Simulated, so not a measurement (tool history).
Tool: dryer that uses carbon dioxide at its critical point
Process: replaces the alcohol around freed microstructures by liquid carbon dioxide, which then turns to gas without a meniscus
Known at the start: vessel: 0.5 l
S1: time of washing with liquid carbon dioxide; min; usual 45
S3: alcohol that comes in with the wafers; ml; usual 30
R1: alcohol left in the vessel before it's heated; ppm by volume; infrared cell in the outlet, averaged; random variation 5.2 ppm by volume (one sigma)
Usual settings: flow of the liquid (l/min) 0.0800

{"run": 1, "day": 0.0, "S1": 45, "flow of the liquid (l/min)": 0.08, "S3": 30, "R1": 340}
{"run": 2, "day": 0.696, "S1": 45, "flow of the liquid (l/min)": 0.08, "S3": 30, "R1": 362}
{"run": 3, "day": 1.479, "S1": 45, "flow of the liquid (l/min)": 0.08, "S3": 34, "R1": 411}
{"run": 4, "day": 1.867, "S1": 45, "flow of the liquid (l/min)": 0.08, "S3": 34, "R1": 421}
{"run": 5, "day": 2.621, "S1": 45, "flow of the liquid (l/min)": 0.1169, "S3": 30, "R1": 201}
{"day": 3.121, "done": "inlet filter changed"}
{"run": 6, "day": 3.217, "S1": 45, "flow of the liquid (l/min)": 0.08, "S3": 30, "R1": 273}
{"run": 7, "day": 4.046, "S1": 45, "flow of the liquid (l/min)": 0.08, "S3": 30, "R1": 296}
{"run": 8, "day": 4.933, "S1": 45, "flow of the liquid (l/min)": 0.08, "S3": 30, "R1": 302}
{"run": 9, "day": 5.808, "S1": 28, "flow of the liquid (l/min)": 0.0483, "S3": 64, "R1": 13004}
{"run": 10, "day": 6.721, "S1": 28, "flow of the liquid (l/min)": 0.0935, "S3": 64, "R1": 1544}
{"run": 11, "day": 7.121, "S1": 28, "flow of the liquid (l/min)": 0.0935, "S3": 64, "R1": 1512}
{"run": 12, "day": 7.712, "S1": 32, "flow of the liquid (l/min)": 0.0696, "S3": 20, "R1": 1147}
{"run": 13, "day": 8.146, "S1": 43, "flow of the liquid (l/min)": 0.099, "S3": 35, "R1": 284}
{"run": 14, "day": 8.921, "S1": 66, "flow of the liquid (l/min)": 0.0603, "S3": 35, "R1": 322}
{"run": 15, "day": 9.367, "S1": 44, "flow of the liquid (l/min)": 0.08, "S3": 30, "R1": 384}

Forecast each of these 5 alternatives for the next run:
{"day": 9.704, "done": "purifier's bed changed"}
{"run": "A", "day": 10.154, "S1": 44, "flow of the liquid (l/min)": 0.1035, "S3": 85, "R1": "?"}
{"day": 9.704, "done": "purifier's bed changed"}
{"run": "B", "day": 10.154, "S1": 62, "flow of the liquid (l/min)": 0.1051, "S3": 30, "R1": "?"}
{"day": 9.704, "done": "purifier's bed changed"}
{"run": "C", "day": 10.154, "S1": 29, "flow of the liquid (l/min)": 0.08, "S3": 55, "R1": "?"}
{"day": 9.704, "done": "purifier's bed changed"}
{"run": "D", "day": 10.154, "S1": 44, "flow of the liquid (l/min)": 0.08, "S3": 34, "R1": "?"}
{"day": 9.704, "done": "purifier's bed changed"}
{"run": "E", "day": 10.154, "S1": 36, "flow of the liquid (l/min)": 0.1031, "S3": 60, "R1": "?"}

run=A R1=84
run=B R1=11
run=C R1=2171
run=D R1=198
run=E R1=213
Without the tool's hidden state the same runs would have given:
run=A R1=52
run=B R1=6
run=C R1=1704
run=D R1=136
run=E R1=141
